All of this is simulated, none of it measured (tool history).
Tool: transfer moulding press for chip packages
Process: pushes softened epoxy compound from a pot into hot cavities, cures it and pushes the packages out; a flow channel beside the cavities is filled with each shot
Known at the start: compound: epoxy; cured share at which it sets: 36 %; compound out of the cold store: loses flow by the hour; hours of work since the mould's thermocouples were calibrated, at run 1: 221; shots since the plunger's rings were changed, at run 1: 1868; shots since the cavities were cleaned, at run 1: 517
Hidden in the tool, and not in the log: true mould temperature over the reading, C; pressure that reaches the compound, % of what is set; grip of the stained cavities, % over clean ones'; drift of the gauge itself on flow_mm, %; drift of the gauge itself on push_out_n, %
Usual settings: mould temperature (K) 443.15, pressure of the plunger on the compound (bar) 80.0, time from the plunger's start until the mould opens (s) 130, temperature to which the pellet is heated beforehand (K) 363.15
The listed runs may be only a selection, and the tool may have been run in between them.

| run | hour | mould temperature (K) | pressure of the plunger on the compound (bar) | time from the plunger's start until the mould opens (s) | temperature to which the pellet is heated beforehand (K) | hours of work since the mould's thermocouples were calibrated | shots since the plunger's rings were changed | shots since the cavities were cleaned | incoming compound's hours out of the cold store | length that the compound runs in the flow channel (mm) | greatest force on the pins that push the packages out (N) |
|---|---|---|---|---|---|---|---|---|---|---|---|
| 1 | 0.0 | 443.15 | 80.0 | 130 | 363.15 | 221 | 1868 | 517 | 17.3 | 978 | 452 |
| 2 | 14.5 | 443.15 | 80.0 | 130 | 363.15 | 230 | 2000 | 649 | 37.0 | 876 | 435 |
| 3 | 25.7 | 443.15 | 80.0 | 130 | 363.15 | 238 | 2102 | 751 | 17.5 | 987 | 444 |
| 4 | 34.0 | 443.15 | 80.0 | 130 | 363.15 | 243 | 2177 | 826 | 19.6 | 975 | 444 |
| 5 | 48.8 | 443.15 | 90.2 | 130 | 363.15 | 253 | 2312 | 961 | 29.5 | 969 | 440 |
|  | 53.3 | cavities cleaned with cleaning compound and waxed |
| 6 | 64.4 | 443.15 | 72.4 | 130 | 363.15 | 262 | 2440 | 100 | 43.6 | 798 | 412 |
| 7 | 80.9 | 443.15 | 72.4 | 130 | 363.15 | 272 | 2590 | 250 | 26.4 | 891 | 434 |
| 8 | 88.4 | 443.15 | 72.4 | 130 | 363.15 | 277 | 2659 | 319 | 45.3 | 798 | 447 |
| 9 | 97.1 | 443.15 | 72.4 | 130 | 363.15 | 283 | 2737 | 397 | 13.7 | 952 | 471 |
| 10 | 107.3 | 443.15 | 72.4 | 130 | 363.15 | 289 | 2830 | 490 | 12.8 | 960 | 458 |
|  | 124.4 | plunger's sealing rings changed |
| 11 | 126.0 | 443.15 | 72.4 | 130 | 363.15 | 300 | 14 | 637 | 26.4 | 882 | 435 |
| 12 | 138.2 | 443.15 | 72.4 | 130 | 363.15 | 308 | 125 | 748 | 28.1 | 879 | 462 |
| 13 | 148.0 | 443.15 | 72.4 | 130 | 363.15 | 314 | 214 | 837 | 9.1 | 975 | 442 |
| 14 | 160.3 | 443.15 | 72.4 | 130 | 363.15 | 322 | 326 | 949 | 44.6 | 795 | 467 |
|  | 167.3 | cavities cleaned with cleaning compound and waxed |
| 15 | 172.0 | 443.15 | 71.5 | 130 | 362.15 | 329 | 419 | 43 | 18.8 | 917 | 448 |
| 16 | 181.3 | 443.15 | 71.5 | 130 | 362.15 | 335 | 503 | 127 | 36.5 | 830 | 451 |
|  | 195.5 | mould's thermocouples calibrated |
| 17 | 198.6 | 443.15 | 71.5 | 130 | 362.15 | 2 | 642 | 266 | 19.2 | 919 | 448 |
| 18 | 205.7 | 443.15 | 71.5 | 130 | 362.15 | 7 | 707 | 331 | 35.5 | 833 | 427 |
| 19 | 219.7 | 443.15 | 71.5 | 130 | 362.15 | 16 | 834 | 458 | 38.1 | 832 | 415 |
| 20 | 231.4 | 443.15 | 71.5 | 113 | 357.15 | 23 | 940 | 564 | 40.8 | 807 | 533 |
| 21 | 238.8 | 443.15 | 71.5 | 113 | 357.15 | 28 | 1007 | 631 | 13.5 | 952 | 558 |
| 22 | 251.6 | 443.15 | 70.3 | 130 | 353.15 | 36 | 1124 | 748 | 9.2 | 979 | 443 |
| 23 | 262.9 | 443.15 | 80.0 | 158 | 363.15 | 43 | 1227 | 851 | 12.0 | 1013 | 412 |
| 24 | 275.9 | 438.15 | 80.0 | 165 | 363.15 | 52 | 1345 | 969 | 36.0 | 896 | 404 |
|  | 280.2 | cavities cleaned with cleaning compound and waxed |
| 25 | 287.0 | 441.15 | 80.0 | 130 | 370.15 | 58 | 1432 | 62 | 31.3 | 903 | 452 |
| 26 | 295.9 | 449.15 | 80.0 | 130 | 362.15 | 64 | 1513 | 143 | 41.6 | 834 | 389 |
| 27 | 311.4 | 449.15 | 80.0 | 130 | 362.15 | 74 | 1654 | 284 | 41.2 | 827 | 401 |
| 28 | 323.4 | 449.15 | 76.7 | 130 | 362.15 | 82 | 1763 | 393 | 27.5 | 884 | 399 |

What if the next run were any one of these 5? Each begins from the tool's condition after run 28:
| A | 332.8 | 446.15 | 76.7 | 143 | 361.15 | 88 | 1849 | 479 | 20.7 | ? | ? |
| B | 332.8 | 443.15 | 76.7 | 149 | 362.15 | 88 | 1849 | 479 | 33.1 | ? | ? |
| C | 332.8 | 443.15 | 93.0 | 130 | 356.15 | 88 | 1849 | 479 | 37.2 | ? | ? |
| D | 332.8 | 449.15 | 60.1 | 130 | 362.15 | 88 | 1849 | 479 | 16.1 | ? | ? |
| E | 332.8 | 441.15 | 76.7 | 130 | 355.15 | 88 | 1849 | 479 | 29.1 | ? | ? |

| run | length that the compound runs in the flow channel (mm) | greatest force on the pins that push the packages out (N) |
|---|---|---|
| A | 923 | 394 |
| B | 873 | 418 |
| C | 945 | 452 |
| D | 835 | 397 |
| E | 912 | 506 |
Stripped of hidden state, with their random variation kept, the same runs would have yielded:
| run | length that the compound runs in the flow channel (mm) | greatest force on the pins that push the packages out (N) |
|---|---|---|
| A | 924 | 390 |
| B | 874 | 413 |
| C | 946 | 447 |
| D | 836 | 393 |
| E | 913 | 501 |
